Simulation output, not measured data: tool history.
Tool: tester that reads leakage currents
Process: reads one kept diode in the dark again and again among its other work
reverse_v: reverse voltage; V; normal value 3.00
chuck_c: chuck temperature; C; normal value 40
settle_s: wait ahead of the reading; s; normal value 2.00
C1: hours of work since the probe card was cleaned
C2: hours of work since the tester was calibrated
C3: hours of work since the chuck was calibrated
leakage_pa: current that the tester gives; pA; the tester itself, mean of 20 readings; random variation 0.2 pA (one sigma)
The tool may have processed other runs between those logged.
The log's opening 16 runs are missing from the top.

run 17 hour=484.9 | reverse_v=2.32 chuck_c=40 settle_s=2.78 | C1=1499 C2=635 C3=251 | leakage_pa=59.18
run 18 hour=506.3 | reverse_v=2.32 chuck_c=40 settle_s=2.78 | C1=1510 C2=646 C3=263 | leakage_pa=59.34
run 19 hour=529.2 | reverse_v=3.00 chuck_c=40 settle_s=2.00 | C1=1521 C2=658 C3=274 | leakage_pa=69.02
run 20 hour=555.0 | reverse_v=3.00 chuck_c=40 settle_s=2.00 | C1=1535 C2=671 C3=288 | leakage_pa=69.79
run 21 hour=577.0 | reverse_v=2.74 chuck_c=40 settle_s=1.89 | C1=1546 C2=683 C3=299 | leakage_pa=65.97
run 22 hour=610.5 | reverse_v=2.37 chuck_c=40 settle_s=3.63 | C1=1564 C2=700 C3=317 | leakage_pa=60.16
run 23 hour=646.4 | reverse_v=1.05 chuck_c=32 settle_s=1.73 | C1=1582 C2=719 C3=335 | leakage_pa=22.23
run 24 hour=689.6 | reverse_v=1.05 chuck_c=32 settle_s=1.73 | C1=1605 C2=741 C3=358 | leakage_pa=22.43
run 25 hour=733.5 | reverse_v=1.05 chuck_c=32 settle_s=1.73 | C1=1627 C2=764 C3=380 | leakage_pa=22.30
run 26 hour=768.5 | reverse_v=1.05 chuck_c=32 settle_s=3.88 | C1=1646 C2=782 C3=398 | leakage_pa=22.25
run 27 hour=797.6 | reverse_v=1.05 chuck_c=32 settle_s=3.88 | C1=1661 C2=797 C3=414 | leakage_pa=22.43
run 28 hour=824.0 | reverse_v=1.18 chuck_c=36 settle_s=1.69 | C1=1674 C2=811 C3=427 | leakage_pa=31.25
run 29 hour=864.8 | reverse_v=3.00 chuck_c=24 settle_s=2.00 | C1=1695 C2=832 C3=448 | leakage_pa=26.45
run 30 hour=888.3 | reverse_v=3.00 chuck_c=24 settle_s=2.00 | C1=1708 C2=844 C3=461 | leakage_pa=26.28
run 31 hour=923.8 | reverse_v=3.00 chuck_c=24 settle_s=2.00 | C1=1726 C2=863 C3=479 | leakage_pa=26.59
run 32 hour=963.4 | reverse_v=1.19 chuck_c=29 settle_s=0.73 | C1=1747 C2=883 C3=499 | leakage_pa=20.44
run 33 hour=994.1 | reverse_v=1.19 chuck_c=29 settle_s=0.73 | C1=1763 C2=899 C3=515 | leakage_pa=20.42
run 34 hour=1017.0 | reverse_v=1.19 chuck_c=29 settle_s=0.73 | C1=1774 C2=911 C3=527 | leakage_pa=20.54
run 35 hour=1058.1 | reverse_v=3.00 chuck_c=22 settle_s=2.08 | C1=1796 C2=932 C3=549 | leakage_pa=24.03
run 36 hour=1092.2 | reverse_v=3.00 chuck_c=40 settle_s=1.61 | C1=1813 C2=950 C3=566 | leakage_pa=71.34
run 37 hour=1120.3 | reverse_v=3.00 chuck_c=40 settle_s=1.61 | C1=1828 C2=964 C3=581 | leakage_pa=71.57
run 38 hour=1143.1 | reverse_v=3.00 chuck_c=40 settle_s=1.61 | C1=1840 C2=976 C3=593 | leakage_pa=71.30
run 39 hour=1179.7 | reverse_v=3.00 chuck_c=40 settle_s=1.61 | C1=1859 C2=995 C3=612 | leakage_pa=71.47
run 40 hour=1221.9 | reverse_v=3.00 chuck_c=49 settle_s=1.61 | C1=1881 C2=1017 C3=634 | leakage_pa=124.38

Forecast each of these 3 alternatives for the next run:
run A hour=1254.3 | reverse_v=8.68 chuck_c=41 settle_s=0.83 | C1=1897 C2=1034 C3=650 | leakage_pa=?
run B hour=1254.3 | reverse_v=1.09 chuck_c=53 settle_s=0.90 | C1=1897 C2=1034 C3=650 | leakage_pa=?
run C hour=1254.3 | reverse_v=12.32 chuck_c=40 settle_s=2.00 | C1=1897 C2=1034 C3=650 | leakage_pa=?

run=A leakage_pa=146.81
run=B leakage_pa=90.81
run=C leakage_pa=170.27
Had the tool no hidden state, the same runs would have come out as:
run=A leakage_pa=124.33
run=B leakage_pa=86.52
run=C leakage_pa=139.02
